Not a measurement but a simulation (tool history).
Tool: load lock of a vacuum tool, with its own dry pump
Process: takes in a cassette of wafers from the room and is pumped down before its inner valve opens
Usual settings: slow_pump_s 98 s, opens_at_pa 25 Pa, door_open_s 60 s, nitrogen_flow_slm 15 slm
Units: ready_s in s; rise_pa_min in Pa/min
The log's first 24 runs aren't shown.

run,hour,slow_pump_s,opens_at_pa,door_open_s,nitrogen_flow_slm,hours that the pump has run since its overhaul,times that the door has closed on its seal,"incoming humidity of the room's air, %",ready_s,rise_pa_min
25,2936.2,68,30,184,15,5278,8885,48.9,140.2,0.048
26,3026.4,49,30,184,15,5368,9102,41.9,127.9,0.053
27,3194.9,49,30,184,15,5537,9506,44.2,128.2,0.051
28,3331.6,49,45,184,8,5674,9834,43.4,121,0.066
29,3413.2,87,42,55,5,5755,10030,42.8,152.5,0.047
30,3563.6,87,42,55,5,5906,10391,44.2,153.8,0.052
31,3681.5,87,42,55,5,6023,10674,45.6,152,0.052
32,3765.3,159,19,30,15,6107,10876,46.9,221.7,0.038
33,3849.9,98,25,60,20,6192,11079,45.3,168,0.042
34,3941.1,98,25,60,20,6283,11298,45.7,169,0.042
35,4091.4,98,25,60,20,6433,11659,48.5,169.1,0.05
36,4244.7,129,35,60,15,6587,12027,49.5,191,0.051

Forecast each of these 4 alternatives for the next run:
A,4403.7,126,35,226,15,6746,12408,43.5,?,?
B,4403.7,97,35,60,15,6746,12408,46.8,?,?
C,4403.7,134,45,169,15,6746,12408,46.5,?,?
D,4403.7,77,25,60,15,6746,12408,44.2,?,?

run,ready_s,rise_pa_min
A,188.2,0.066
B,164,0.051
C,191.5,0.07
D,152.4,0.055
Without the tool's hidden state the same runs would have given:
run,ready_s,rise_pa_min
A,180.4,0.03
B,155.6,0.015
C,184.3,0.033
D,143,0.018
